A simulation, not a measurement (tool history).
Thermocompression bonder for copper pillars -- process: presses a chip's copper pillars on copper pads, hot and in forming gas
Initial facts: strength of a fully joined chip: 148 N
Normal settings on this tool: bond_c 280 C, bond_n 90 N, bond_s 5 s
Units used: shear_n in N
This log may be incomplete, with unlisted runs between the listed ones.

run	hour	bond_c	bond_n	bond_s	shear_n
1	0	280	90	5	67.3
2	28.6	280	90	5	65.4
3	48.9	280	90	5	67
4	66.2	273	90	5	62.5
5	81.6	280	90	5	64.7
6	97	258	90	5	50.7
7	114.9	280	90	5	65.2
8	149.4	280	90	11	83.8
9	169.4	280	90	5	64.4
10	186.9	280	90	5	64.1
11	211.2	280	90	5	62.8
12	242.9	280	90	5	63.6
13	263.5	280	90	5	62.7
14	289.1	280	90	4	57.7
15	314.6	280	129	5	85.2
16	339.7	280	129	5	83.9
# hour 356.9: forming gas filter changed
17	366.6	280	129	5	91.4
18	381.9	280	129	5	90.8
19	396.4	256	90	5	52.2
20	419.5	256	90	5	50.6
21	440.7	256	90	5	51.7
# hour 447.9: heater calibrated with a thermocouple chip
22	475.9	274	87	8	75.2
23	499.9	299	71	3	53.5
24	516.3	310	77	10	93.3
25	544.4	310	77	10	91.6
26	578.9	310	77	10	92.2
27	605.9	280	97	11	91.3
28	625.2	280	97	11	91.3
29	654.7	280	97	11	90.4
30	674.6	297	60	11	68.3
31	691.8	286	96	3	62.1
32	723.7	263	96	3	48.2
33	740.4	263	96	3	48.2
34	772.6	263	96	3	48.6
35	798.4	252	76	4	37.7
36	813.9	273	84	8	65.5
# hour 822.8: forming gas filter changed
37	848	257	86	8	63.6
38	867.4	274	112	10	100.3
39	898.3	274	133	10	110
40	932.6	269	80	10	71.3
41	951.6	264	57	9	43.9

3 options for the next run, each taken on its own from the tool as it stands now. Forecast them:
A	981.8	264	131	9	?
B	981.8	264	57	15	?
C	981.8	278	74	5	?

run	shear_n
A	94.6
B	54.4
C	53.1
What these runs would have given with no unlogged condition in the tool:
run	shear_n
A	103.7
B	61.4
C	60

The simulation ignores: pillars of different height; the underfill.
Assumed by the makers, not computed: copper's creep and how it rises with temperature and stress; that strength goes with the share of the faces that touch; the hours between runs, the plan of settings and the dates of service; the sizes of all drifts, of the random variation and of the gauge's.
